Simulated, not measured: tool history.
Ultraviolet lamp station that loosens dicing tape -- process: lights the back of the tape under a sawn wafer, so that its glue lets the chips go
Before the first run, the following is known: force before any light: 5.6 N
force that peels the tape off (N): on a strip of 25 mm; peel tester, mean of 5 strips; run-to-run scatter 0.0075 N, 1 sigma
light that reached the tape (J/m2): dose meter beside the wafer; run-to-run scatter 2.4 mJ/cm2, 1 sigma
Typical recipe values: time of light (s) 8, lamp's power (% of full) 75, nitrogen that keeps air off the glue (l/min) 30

run	hour	time of light (s)	lamp's power (% of full)	nitrogen that keeps air off the glue (l/min)	force that peels the tape off (N)	light that reached the tape (J/m2)
1	0	8	75	30	0.402	2120
2	7.2	8	75	30	0.411	2140
3	21.4	8	75	30	0.406	2090
4	29.6	8	75	30	0.408	2080
5	43.1	8	75	30	0.398	2090
6	50	8	75	30	0.416	2090
7	64.2	8	75	30	0.412	2010
8	73.4	8	78	30	0.391	2130
9	86.4	8	78	30	0.406	2100
10	93.4	8	78	30	0.392	2110
11	104	6	78	30	0.697	1580
# hour 105.5: window cleaned of glue's vapour
12	113	6	61	30	1.095	1160
13	128.5	6	61	30	1.114	1160
# hour 129.6: window cleaned of glue's vapour, once more
14	142.5	4	62	9	2.46	920
15	155.7	4	73	15	1.677	1110
16	170.1	7	73	18	0.688	1940
17	183.2	8	88	24	0.309	2590
18	196.4	8	88	24	0.318	2570
19	203.7	6	80	56	0.372	1770

Consider 4 possible next runs. They are alternatives, not a sequence: every one starts from the tool as it was left by run 19. What does each give?
A	212.7	7	83	47	?	?
B	212.7	15	71	13	?	?
C	212.7	8	67	30	?	?
D	212.7	6	64	58	?	?

run	force that peels the tape off (N)	light that reached the tape (J/m2)
A	0.283	2150
B	0.257	3920
C	0.439	1950
D	0.535	1420
Without the tool's unlogged condition, the same runs would have read:
run	force that peels the tape off (N)	light that reached the tape (J/m2)
A	0.226	2500
B	0.213	4570
C	0.33	2280
D	0.401	1650
